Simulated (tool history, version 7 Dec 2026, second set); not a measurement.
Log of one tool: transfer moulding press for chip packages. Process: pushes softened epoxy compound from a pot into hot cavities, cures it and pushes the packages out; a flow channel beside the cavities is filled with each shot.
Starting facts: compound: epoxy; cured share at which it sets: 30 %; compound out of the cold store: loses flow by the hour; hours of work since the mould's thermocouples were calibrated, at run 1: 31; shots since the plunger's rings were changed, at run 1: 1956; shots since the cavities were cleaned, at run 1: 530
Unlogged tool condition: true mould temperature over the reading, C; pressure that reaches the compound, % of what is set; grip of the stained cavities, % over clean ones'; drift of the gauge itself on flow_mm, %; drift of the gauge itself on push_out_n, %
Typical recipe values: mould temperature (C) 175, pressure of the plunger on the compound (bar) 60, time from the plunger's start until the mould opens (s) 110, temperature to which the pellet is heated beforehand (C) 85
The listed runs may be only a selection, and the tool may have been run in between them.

| run | day | mould temperature (C) | pressure of the plunger on the compound (bar) | time from the plunger's start until the mould opens (s) | temperature to which the pellet is heated beforehand (C) | hours of work since the mould's thermocouples were calibrated | shots since the plunger's rings were changed | shots since the cavities were cleaned | incoming compound's hours out of the cold store | length that the compound runs in the flow channel (mm) | greatest force on the pins that push the packages out (N) |
|---|---|---|---|---|---|---|---|---|---|---|---|
| 1 | 0 | 175 | 60 | 110 | 85 | 31 | 1956 | 530 | 18.3 | 563 | 411 |
| 2 | 0.392 | 175 | 60 | 110 | 85 | 38 | 2086 | 660 | 31.6 | 527 | 421 |
|  | 0.708 | cavities cleaned with cleaning compound and waxed |
| 3 | 0.879 | 175 | 60 | 110 | 82 | 46 | 2225 | 56 | 20.8 | 551 | 301 |
| 4 | 1.421 | 175 | 60 | 110 | 82 | 57 | 2403 | 234 | 36.1 | 513 | 354 |
| 5 | 1.954 | 175 | 60 | 110 | 82 | 67 | 2579 | 410 | 10.1 | 571 | 384 |
| 6 | 2.467 | 175 | 60 | 110 | 90 | 76 | 2746 | 577 | 39.7 | 501 | 417 |
| 7 | 2.871 | 175 | 60 | 110 | 85 | 84 | 2880 | 711 | 18 | 552 | 430 |
|  | 3.008 | cavities cleaned with cleaning compound and waxed |
| 8 | 3.329 | 175 | 60 | 91 | 85 | 92 | 3010 | 105 | 14.4 | 556 | 387 |
| 9 | 3.642 | 175 | 73.5 | 110 | 89 | 98 | 3113 | 208 | 31.7 | 573 | 350 |
| 10 | 4.162 | 175 | 73.5 | 110 | 89 | 108 | 3284 | 379 | 32 | 569 | 378 |
| 11 | 4.512 | 175 | 73.5 | 110 | 89 | 114 | 3399 | 494 | 28.2 | 579 | 396 |
| 12 | 5.004 | 176 | 57.6 | 110 | 76 | 124 | 3561 | 656 | 17.4 | 530 | 419 |
|  | 5.312 | cavities cleaned with cleaning compound and waxed |
| 13 | 5.35 | 172 | 60 | 110 | 85 | 129 | 3654 | 12 | 15.5 | 555 | 277 |
| 14 | 5.846 | 175 | 60 | 142 | 80 | 138 | 3817 | 175 | 20.8 | 533 | 306 |
| 15 | 6.333 | 176 | 60 | 142 | 80 | 148 | 3978 | 336 | 37.4 | 497 | 352 |
| 16 | 6.621 | 175 | 52.1 | 144 | 79 | 153 | 4071 | 429 | 10.1 | 521 | 362 |

Forecast each of these 5 alternatives for the next run:
| A | 7.075 | 173 | 49.3 | 144 | 75 | 162 | 4222 | 580 | 15 | ? | ? |
| B | 7.075 | 175 | 68.7 | 107 | 82 | 162 | 4222 | 580 | 19.9 | ? | ? |
| C | 7.075 | 171 | 52.1 | 144 | 85 | 162 | 4222 | 580 | 18.3 | ? | ? |
| D | 7.075 | 180 | 56.3 | 116 | 85 | 162 | 4222 | 580 | 22.1 | ? | ? |
| E | 7.075 | 175 | 60 | 122 | 85 | 162 | 4222 | 580 | 33.6 | ? | ? |

| run | length that the compound runs in the flow channel (mm) | greatest force on the pins that push the packages out (N) |
|---|---|---|
| A | 498 | 388 |
| B | 572 | 434 |
| C | 513 | 397 |
| D | 500 | 388 |
| E | 501 | 391 |
Stripped of hidden state, with their random variation kept, the same runs would have yielded:
| run | length that the compound runs in the flow channel (mm) | greatest force on the pins that push the packages out (N) |
|---|---|---|
| A | 536 | 237 |
| B | 615 | 269 |
| C | 552 | 243 |
| D | 538 | 238 |
| E | 539 | 239 |

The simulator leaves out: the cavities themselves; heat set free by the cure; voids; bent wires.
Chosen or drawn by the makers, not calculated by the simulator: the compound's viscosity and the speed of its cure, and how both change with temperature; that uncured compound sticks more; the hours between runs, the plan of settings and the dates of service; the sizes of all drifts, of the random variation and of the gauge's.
